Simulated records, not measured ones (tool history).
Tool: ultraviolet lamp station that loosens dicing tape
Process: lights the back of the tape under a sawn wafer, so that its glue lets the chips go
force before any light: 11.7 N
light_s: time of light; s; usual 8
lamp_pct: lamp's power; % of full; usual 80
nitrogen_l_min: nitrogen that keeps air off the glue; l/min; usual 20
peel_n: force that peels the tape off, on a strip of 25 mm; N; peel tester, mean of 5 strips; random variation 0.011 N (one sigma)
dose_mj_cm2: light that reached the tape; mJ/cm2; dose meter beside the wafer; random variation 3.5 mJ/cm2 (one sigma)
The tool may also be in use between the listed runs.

{"run": 1, "hour": 0.0, "light_s": 8, "lamp_pct": 80, "nitrogen_l_min": 20, "peel_n": 0.573, "dose_mj_cm2": 535}
{"run": 2, "hour": 32.1, "light_s": 16, "lamp_pct": 80, "nitrogen_l_min": 20, "peel_n": 0.24, "dose_mj_cm2": 1049}
{"run": 3, "hour": 74.1, "light_s": 16, "lamp_pct": 80, "nitrogen_l_min": 20, "peel_n": 0.254, "dose_mj_cm2": 1019}
{"run": 4, "hour": 113.1, "light_s": 16, "lamp_pct": 80, "nitrogen_l_min": 20, "peel_n": 0.252, "dose_mj_cm2": 1004}
{"run": 5, "hour": 156.7, "light_s": 16, "lamp_pct": 80, "nitrogen_l_min": 20, "peel_n": 0.25, "dose_mj_cm2": 972}
{"run": 6, "hour": 189.1, "light_s": 8, "lamp_pct": 80, "nitrogen_l_min": 20, "peel_n": 0.746, "dose_mj_cm2": 477}
{"run": 7, "hour": 228.4, "light_s": 8, "lamp_pct": 80, "nitrogen_l_min": 20, "peel_n": 0.78, "dose_mj_cm2": 468}
{"run": 8, "hour": 262.0, "light_s": 8, "lamp_pct": 78, "nitrogen_l_min": 20, "peel_n": 0.85, "dose_mj_cm2": 440}

Run 9 comes next. What will it give?
{"run": 9, "hour": 288.0, "light_s": 8, "lamp_pct": 78, "nitrogen_l_min": 20, "peel_n": "?", "dose_mj_cm2": "?"}

Run 9 gave peel_n 0.905 N, dose_mj_cm2 435 mJ/cm2.
Without the tool's hidden state the same run would have given peel_n 0.527 N, dose_mj_cm2 564 mJ/cm2.
